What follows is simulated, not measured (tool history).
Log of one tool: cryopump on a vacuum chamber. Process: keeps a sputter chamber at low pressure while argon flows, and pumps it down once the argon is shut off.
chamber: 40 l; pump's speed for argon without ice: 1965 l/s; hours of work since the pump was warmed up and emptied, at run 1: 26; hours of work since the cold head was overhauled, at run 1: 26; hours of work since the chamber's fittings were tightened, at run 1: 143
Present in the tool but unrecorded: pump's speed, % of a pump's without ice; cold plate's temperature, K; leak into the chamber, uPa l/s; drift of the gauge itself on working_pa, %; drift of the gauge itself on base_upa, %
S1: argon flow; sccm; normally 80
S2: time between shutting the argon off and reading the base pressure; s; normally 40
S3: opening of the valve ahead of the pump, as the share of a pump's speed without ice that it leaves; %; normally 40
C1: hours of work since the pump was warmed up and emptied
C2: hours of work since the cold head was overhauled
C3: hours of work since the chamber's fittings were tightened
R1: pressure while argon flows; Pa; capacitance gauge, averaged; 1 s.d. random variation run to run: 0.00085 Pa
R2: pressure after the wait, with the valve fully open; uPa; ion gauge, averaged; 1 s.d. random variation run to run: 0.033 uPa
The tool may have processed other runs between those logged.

| run | hour | S1 | S2 | S3 | C1 | C2 | C3 | R1 | R2 |
|---|---|---|---|---|---|---|---|---|---|
| 1 | 0.0 | 80 | 40 | 40 | 26 | 26 | 143 | 0.1741 | 1.92 |
| 2 | 12.8 | 80 | 40 | 40 | 33 | 33 | 150 | 0.1732 | 1.92 |
| 3 | 22.3 | 80 | 40 | 40 | 37 | 37 | 155 | 0.1734 | 1.90 |
| 4 | 37.8 | 80 | 40 | 40 | 45 | 45 | 162 | 0.1732 | 1.92 |
| 5 | 44.9 | 80 | 40 | 40 | 49 | 49 | 166 | 0.1734 | 1.91 |
| 6 | 60.8 | 80 | 40 | 40 | 57 | 57 | 174 | 0.1742 | 1.92 |
| 7 | 72.7 | 80 | 40 | 40 | 62 | 62 | 180 | 0.1730 | 1.89 |
| 8 | 79.2 | 80 | 40 | 40 | 66 | 66 | 183 | 0.1722 | 1.96 |
| 9 | 90.6 | 80 | 40 | 40 | 71 | 71 | 188 | 0.1734 | 1.96 |
| 10 | 99.9 | 80 | 40 | 40 | 76 | 76 | 193 | 0.1739 | 1.98 |
| 11 | 110.8 | 121 | 40 | 40 | 81 | 81 | 198 | 0.2613 | 2.01 |
| 12 | 117.9 | 80 | 40 | 40 | 85 | 85 | 202 | 0.1725 | 1.90 |
| 13 | 126.7 | 80 | 62 | 40 | 89 | 89 | 206 | 0.1727 | 1.41 |
| 14 | 141.5 | 80 | 58 | 40 | 97 | 97 | 214 | 0.1734 | 1.49 |
| 15 | 150.9 | 80 | 58 | 40 | 101 | 101 | 218 | 0.1743 | 1.52 |
| 16 | 161.0 | 80 | 27 | 40 | 106 | 106 | 223 | 0.1742 | 2.76 |
| 17 | 174.3 | 80 | 40 | 40 | 113 | 113 | 230 | 0.1737 | 1.99 |
| 18 | 183.0 | 91 | 30 | 20 | 117 | 117 | 234 | 0.3962 | 2.58 |
| 19 | 194.2 | 49 | 87 | 18 | 123 | 123 | 240 | 0.2332 | 1.10 |
| 20 | 206.6 | 44 | 159 | 30 | 129 | 129 | 246 | 0.1265 | 0.86 |
| 21 | 213.7 | 44 | 96 | 30 | 132 | 132 | 250 | 0.1273 | 1.13 |
| 22 | 222.9 | 44 | 96 | 30 | 137 | 137 | 254 | 0.1284 | 1.15 |
| 23 | 235.1 | 48 | 215 | 23 | 143 | 143 | 260 | 0.1819 | 0.78 |
| 24 | 244.6 | 48 | 215 | 23 | 148 | 148 | 265 | 0.1804 | 0.81 |
| 25 | 252.3 | 79 | 37 | 23 | 152 | 152 | 269 | 0.2955 | 2.26 |
| 26 | 266.3 | 79 | 37 | 23 | 159 | 159 | 276 | 0.3005 | 2.10 |
| 27 | 272.9 | 79 | 37 | 23 | 162 | 162 | 279 | 0.2990 | 2.23 |
| 28 | 288.4 | 79 | 37 | 23 | 170 | 170 | 287 | 0.2961 | 2.22 |
| 29 | 300.0 | 79 | 37 | 23 | 175 | 175 | 292 | 0.2966 | 2.21 |
| 30 | 313.1 | 79 | 37 | 23 | 182 | 182 | 299 | 0.3000 | 2.27 |
| 31 | 320.9 | 59 | 37 | 56 | 186 | 186 | 303 | 0.0926 | 2.23 |
| 32 | 329.3 | 134 | 37 | 56 | 190 | 190 | 307 | 0.2106 | 2.21 |
| 33 | 343.0 | 67 | 99 | 40 | 197 | 197 | 314 | 0.1466 | 1.16 |
| 34 | 355.4 | 139 | 274 | 47 | 203 | 203 | 320 | 0.2604 | 0.79 |

Selected run-to-run steps in R1, each split into two signed amounts: the part the tool would show with no hidden state at all (from settings, incoming material and random variation), and the remainder, which goes to the hidden state together with any gauge scatter not common to the measured and the hidden-state-free results:
Run 17 -> 18: S1 80 -> 91, S2 40 -> 30, S3 40 -> 20. R1 +0.2225 Pa: hidden state +0.0003, all else +0.2222.
Run 18 -> 19: S1 91 -> 49, S2 30 -> 87, S3 20 -> 18. R1 -0.1630 Pa: hidden state -0.0010, all else -0.1620.
Run 30 -> 31: S1 79 -> 59, S3 23 -> 56. R1 -0.2074 Pa: hidden state -0.0006, all else -0.2068.
Run 31 -> 32: S1 59 -> 134. R1 +0.1180 Pa: hidden state +0.0028, all else +0.1152.
Run 32 -> 33: S1 134 -> 67, S2 37 -> 99, S3 56 -> 40. R1 -0.0640 Pa: hidden state -0.0024, all else -0.0616.
Run 33 -> 34: S1 67 -> 139, S2 99 -> 274, S3 40 -> 47. R1 +0.1138 Pa: hidden state +0.0029, all else +0.1109.
